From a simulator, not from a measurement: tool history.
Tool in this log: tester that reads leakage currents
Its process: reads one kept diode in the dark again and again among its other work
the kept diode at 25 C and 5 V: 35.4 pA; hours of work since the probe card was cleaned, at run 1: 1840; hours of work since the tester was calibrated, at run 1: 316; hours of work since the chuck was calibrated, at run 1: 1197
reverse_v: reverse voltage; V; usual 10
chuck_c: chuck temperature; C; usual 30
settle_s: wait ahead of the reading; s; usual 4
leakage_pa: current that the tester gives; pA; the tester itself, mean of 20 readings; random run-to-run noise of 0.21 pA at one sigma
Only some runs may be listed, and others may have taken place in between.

run,day,reverse_v,chuck_c,settle_s,hours of work since the probe card was cleaned,hours of work since the tester was calibrated,hours of work since the chuck was calibrated,leakage_pa
1,0,10,30,4,1840,316,1197,90.28
2,8.283,10,30,4,1957,434,1314,92.44
3,16.638,10,30,4,2076,552,1433,93.4
4,27.204,1.6,30,4,2226,702,1583,40.87
5,32.967,1.6,30,4,2308,784,1665,41.2
# day 36.688: chuck's temperature calibrated
6,38.212,1.6,30,4,2381,857,22,38.37
7,45.325,1.6,30,4,2482,958,123,38.84
8,55.883,1.6,30,4,2632,1108,273,39.36
9,62.1,10,30,4.57,2720,1197,361,97.37
10,68.379,10,37,4,2809,1286,450,148.64
11,74.375,17.6,30,4,2894,1371,535,138.68
# day 77.471: probe card cleaned and baked
12,85,17.6,30,4,107,1520,684,89.01
13,95.162,17.6,22,4,251,1664,828,51.05
14,103.183,1.3,22,2.38,365,1778,942,18.27
15,112.371,12.2,35,1.56,495,1908,1073,120.6
16,121.583,12.2,35,1.56,626,2039,1203,122.27
17,127.458,10.6,51,0.52,710,2123,1287,353.84
18,135.183,10,50,0.55,819,2232,1396,326.38
# day 139.617: tester calibrated
19,145.479,10,50,0.55,964,83,1541,322.89
20,154.567,10,50,0.55,1093,212,1670,325.51
# day 157.929: chuck's temperature calibrated
21,165.075,4.3,24,0.55,1241,360,101,37.48
22,171.85,3.2,21,0.34,1337,456,198,27.35
23,178.571,10,21,4,1433,552,293,48.36
24,185.154,10,21,4,1526,645,386,49.68
25,190.729,16.7,54,1.81,1605,724,466,516.65
26,201.467,16.7,54,1.81,1758,877,618,523.88

Below are 4 alternative next runs, each starting from the tool's condition after run 26. Predict each:
A,210.4,2.1,25,1.81,1885,1004,745,?
B,210.4,1.1,48,1.01,1885,1004,745,?
C,210.4,2.9,21,5.19,1885,1004,745,?
D,210.4,4.7,54,1.81,1885,1004,745,?

run,leakage_pa
A,31.13
B,123.33
C,27.55
D,320.65
Stripped of hidden state, with their random variation kept, the same runs would have yielded:
run,leakage_pa
A,25.78
B,115.6
C,20.94
D,297.66

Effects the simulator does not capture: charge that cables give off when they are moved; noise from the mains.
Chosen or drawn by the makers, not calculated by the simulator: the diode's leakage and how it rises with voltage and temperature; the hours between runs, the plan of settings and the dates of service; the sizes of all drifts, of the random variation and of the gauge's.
